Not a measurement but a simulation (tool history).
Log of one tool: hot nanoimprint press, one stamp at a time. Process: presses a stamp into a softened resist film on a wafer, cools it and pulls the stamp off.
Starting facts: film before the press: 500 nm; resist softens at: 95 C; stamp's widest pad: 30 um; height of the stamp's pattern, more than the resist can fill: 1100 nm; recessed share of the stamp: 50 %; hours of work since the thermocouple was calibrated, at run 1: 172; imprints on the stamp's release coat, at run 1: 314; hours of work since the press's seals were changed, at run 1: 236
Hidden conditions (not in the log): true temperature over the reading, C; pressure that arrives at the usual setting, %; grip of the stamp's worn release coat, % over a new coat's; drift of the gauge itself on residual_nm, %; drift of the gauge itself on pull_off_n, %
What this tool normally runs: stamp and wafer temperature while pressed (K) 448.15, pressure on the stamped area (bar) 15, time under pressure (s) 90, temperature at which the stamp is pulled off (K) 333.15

| run | hour | stamp and wafer temperature while pressed (K) | pressure on the stamped area (bar) | time under pressure (s) | temperature at which the stamp is pulled off (K) | hours of work since the thermocouple was calibrated | imprints on the stamp's release coat | hours of work since the press's seals were changed | resist left under the stamp's widest pad (nm) | greatest force while the stamp is pulled off (N) |
|---|---|---|---|---|---|---|---|---|---|---|
| 1 | 0 | 448.15 | 15 | 90 | 333.15 | 172 | 314 | 236 | 274.9 | 201 |
| 2 | 51.8 | 448.15 | 15 | 90 | 323.15 | 193 | 423 | 257 | 272.2 | 264 |
| 3 | 100.1 | 448.15 | 15 | 61 | 323.15 | 212 | 525 | 277 | 302.3 | 266 |
| 4 | 155.6 | 448.15 | 15 | 90 | 333.15 | 234 | 643 | 299 | 269.5 | 221 |
| 5 | 183.2 | 448.15 | 15 | 90 | 333.15 | 246 | 701 | 310 | 268.9 | 228 |
| 6 | 227.1 | 448.15 | 15 | 90 | 333.15 | 263 | 794 | 328 | 268.7 | 223 |
|  | 278.4 | stamp cleaned and given a new release coat |
| 7 | 280.2 | 448.15 | 15 | 90 | 333.15 | 282 | 4 | 347 | 268.8 | 181 |
| 8 | 310.1 | 448.15 | 15 | 90 | 319.15 | 294 | 67 | 359 | 268.7 | 257 |
| 9 | 336 | 448.15 | 15 | 90 | 334.15 | 305 | 122 | 369 | 269.3 | 185 |
| 10 | 372.2 | 448.15 | 15 | 90 | 333.15 | 319 | 199 | 384 | 268 | 188 |
| 11 | 402 | 448.15 | 15 | 90 | 333.15 | 331 | 261 | 396 | 266 | 191 |
| 12 | 447.9 | 448.15 | 15 | 62 | 333.15 | 350 | 359 | 414 | 300.4 | 199 |
| 13 | 476.9 | 448.15 | 15 | 78 | 333.15 | 361 | 420 | 426 | 278 | 202 |
| 14 | 508.4 | 448.15 | 15 | 90 | 333.15 | 374 | 486 | 439 | 266.1 | 208 |
| 15 | 554.5 | 448.15 | 15 | 90 | 333.15 | 393 | 584 | 457 | 263.3 | 210 |
| 16 | 600.4 | 448.15 | 15 | 90 | 333.15 | 411 | 681 | 476 | 267.2 | 213 |
|  | 607.3 | plate thermocouple calibrated |
| 17 | 646 | 448.15 | 15 | 90 | 333.15 | 16 | 771 | 493 | 260.7 | 213 |
| 18 | 699 | 439.15 | 15 | 87 | 333.15 | 37 | 883 | 514 | 348 | 225 |
|  | 709.1 | stamp cleaned and given a new release coat |
| 19 | 757.2 | 436.15 | 21 | 87 | 333.15 | 58 | 101 | 535 | 334.9 | 177 |

Run 20 comes next. What will it give?
|  | 807.3 | plate thermocouple calibrated, once more |
| 20 | 821.7 | 436.15 | 11.5 | 87 | 333.15 | 6 | 231 | 560 | ? | ? |

Run 20 measured resist left under the stamp's widest pad (nm) 430.2, greatest force while the stamp is pulled off (N) 191.
If the tool had no hidden condition, the same run with the same run-to-run variation would have returned resist left under the stamp's widest pad (nm) 428.4, greatest force while the stamp is pulled off (N) 177.
